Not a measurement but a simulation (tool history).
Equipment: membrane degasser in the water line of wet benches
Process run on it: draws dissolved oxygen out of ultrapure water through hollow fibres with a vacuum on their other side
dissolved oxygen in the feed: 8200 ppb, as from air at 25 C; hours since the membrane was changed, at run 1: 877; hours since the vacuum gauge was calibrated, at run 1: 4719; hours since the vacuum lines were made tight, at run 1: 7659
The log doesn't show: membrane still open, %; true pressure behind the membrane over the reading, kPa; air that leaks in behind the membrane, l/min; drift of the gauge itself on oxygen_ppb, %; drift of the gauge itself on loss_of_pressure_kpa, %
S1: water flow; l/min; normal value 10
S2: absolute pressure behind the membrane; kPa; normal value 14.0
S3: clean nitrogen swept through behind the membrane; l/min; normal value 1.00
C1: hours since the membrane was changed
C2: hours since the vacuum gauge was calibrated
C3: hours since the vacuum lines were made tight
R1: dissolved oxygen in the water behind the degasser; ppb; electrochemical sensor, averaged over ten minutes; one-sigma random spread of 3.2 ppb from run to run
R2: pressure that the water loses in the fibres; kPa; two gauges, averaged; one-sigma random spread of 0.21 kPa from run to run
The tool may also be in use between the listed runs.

run,hour,S1,S2,S3,C1,C2,C3,R1,R2
1,0.0,10,14.0,1.00,877,4719,7659,321.3,49.43
2,100.1,10,14.0,1.00,977,4819,7759,318.8,49.16
3,158.1,14,14.0,1.00,1035,4877,7817,525.4,69.16
4,249.7,14,14.0,1.00,1127,4968,7909,523.2,69.31
5,351.6,10,14.0,1.00,1229,5070,8011,323.4,49.20
6,434.4,10,14.0,1.00,1312,5153,8093,317.8,49.28
7,534.9,10,14.0,1.00,1412,5254,8194,317.1,49.19
8,646.7,10,14.0,1.00,1524,5365,8306,315.8,49.14
9,704.7,10,20.3,1.00,1582,5423,8364,455.0,49.46
10,785.3,10,20.3,1.00,1663,5504,8444,458.6,49.68
11,899.2,11,20.3,1.00,1777,5618,8558,502.3,54.18
12,964.4,7,14.0,1.00,1842,5683,8623,197.9,34.44
13,1049.3,7,14.0,1.00,1927,5768,8708,197.2,34.65
14,1105.0,6,28.2,2.93,1982,5824,8764,137.8,30.03
# hour 1113.2: vacuum gauge calibrated
15,1170.2,7,25.4,2.93,2047,57,8829,147.1,34.60
16,1234.1,13,8.4,0.96,2111,121,8893,319.4,63.62
# hour 1246.8: seals of the vacuum lines changed
17,1318.2,9,8.4,0.96,2193,203,71,168.2,44.29
18,1413.8,8,14.0,1.00,2289,299,167,233.2,39.52
19,1477.1,10,14.0,0.53,2352,362,230,501.3,49.17
20,1551.8,10,24.6,1.00,2427,437,305,556.1,49.57
21,1612.7,10,14.0,1.16,2488,498,366,288.1,49.33
22,1680.7,12,14.0,0.76,2556,565,434,492.2,59.10
23,1802.2,15,31.9,2.08,2677,687,555,678.0,74.56
24,1927.4,15,27.2,0.40,2802,812,681,1679.1,74.08
25,2051.5,11,27.1,0.40,2926,936,805,1309.2,54.27

Here are 5 independent what-if runs from the current tool condition. What would each one return?
A,2144.7,10,33.6,0.40,3020,1030,898,?,?
B,2144.7,14,12.2,1.56,3020,1030,898,?,?
C,2144.7,11,8.5,0.40,3020,1030,898,?,?
D,2144.7,10,33.5,0.80,3020,1030,898,?,?
E,2144.7,10,15.6,0.54,3020,1030,898,?,?

run,R1,R2
A,1434.4,49.64
B,375.6,69.34
C,394.2,54.21
D,878.0,49.69
E,558.0,49.86
The same runs, with their run-to-run variation unchanged, on a tool lacking any hidden condition would have given:
run,R1,R2
A,1434.4,49.63
B,375.4,69.32
C,394.1,54.20
D,878.0,49.68
E,557.9,49.86

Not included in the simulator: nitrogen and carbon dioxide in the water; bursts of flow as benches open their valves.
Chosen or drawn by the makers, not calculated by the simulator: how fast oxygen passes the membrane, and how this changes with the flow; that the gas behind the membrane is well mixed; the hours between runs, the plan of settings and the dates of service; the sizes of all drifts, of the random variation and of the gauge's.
